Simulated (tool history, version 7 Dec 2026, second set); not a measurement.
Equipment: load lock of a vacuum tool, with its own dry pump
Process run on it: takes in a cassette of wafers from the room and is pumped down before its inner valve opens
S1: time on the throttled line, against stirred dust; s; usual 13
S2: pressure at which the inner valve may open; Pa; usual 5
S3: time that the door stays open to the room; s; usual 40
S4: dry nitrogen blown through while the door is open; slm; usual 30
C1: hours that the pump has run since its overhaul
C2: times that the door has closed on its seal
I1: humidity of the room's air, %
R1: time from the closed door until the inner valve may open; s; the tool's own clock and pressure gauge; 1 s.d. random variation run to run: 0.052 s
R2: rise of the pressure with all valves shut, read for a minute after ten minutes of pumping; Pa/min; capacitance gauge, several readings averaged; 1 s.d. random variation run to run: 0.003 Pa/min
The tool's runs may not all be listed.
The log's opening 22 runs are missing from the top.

run,hour,S1,S2,S3,S4,C1,C2,I1,R1,R2
23,4608.3,14,5,40,30,2618,21572,43.1,23.43,0.118
24,4862.8,14,5,40,30,2872,22057,42.8,23.43,0.123
25,5178.0,17,5,216,21,3188,22658,45.8,25.80,0.198
26,5408.6,18,6,216,5,3418,23098,42.0,26.41,0.269
27,5625.2,18,6,38,5,3635,23511,49.0,26.42,0.171
28,5763.8,8,8,40,7,3773,23775,44.1,18.10,0.165
29,5892.1,13,10,40,5,3902,24020,43.2,21.82,0.171
30,6177.7,13,10,40,5,4187,24564,40.5,21.74,0.165
31,6347.9,13,10,40,5,4358,24889,45.2,21.87,0.176
32,6599.5,23,9,40,30,4609,25369,49.8,29.88,0.152

4 options for the next run, each taken on its own from the tool as it stands now. Forecast them:
A,6914.0,15,5,80,30,4924,25968,44.3,?,?
B,6914.0,8,7,117,30,4924,25968,44.0,?,?
C,6914.0,14,9,239,6,4924,25968,46.5,?,?
D,6914.0,13,5,28,30,4924,25968,46.9,?,?

run,R1,R2
A,24.37,0.164
B,18.30,0.167
C,22.85,0.301
D,22.80,0.141
With the hidden condition removed and each run's random variation left untouched, the same runs would have given:
run,R1,R2
A,23.93,0.045
B,17.82,0.049
C,22.44,0.183
D,22.34,0.021

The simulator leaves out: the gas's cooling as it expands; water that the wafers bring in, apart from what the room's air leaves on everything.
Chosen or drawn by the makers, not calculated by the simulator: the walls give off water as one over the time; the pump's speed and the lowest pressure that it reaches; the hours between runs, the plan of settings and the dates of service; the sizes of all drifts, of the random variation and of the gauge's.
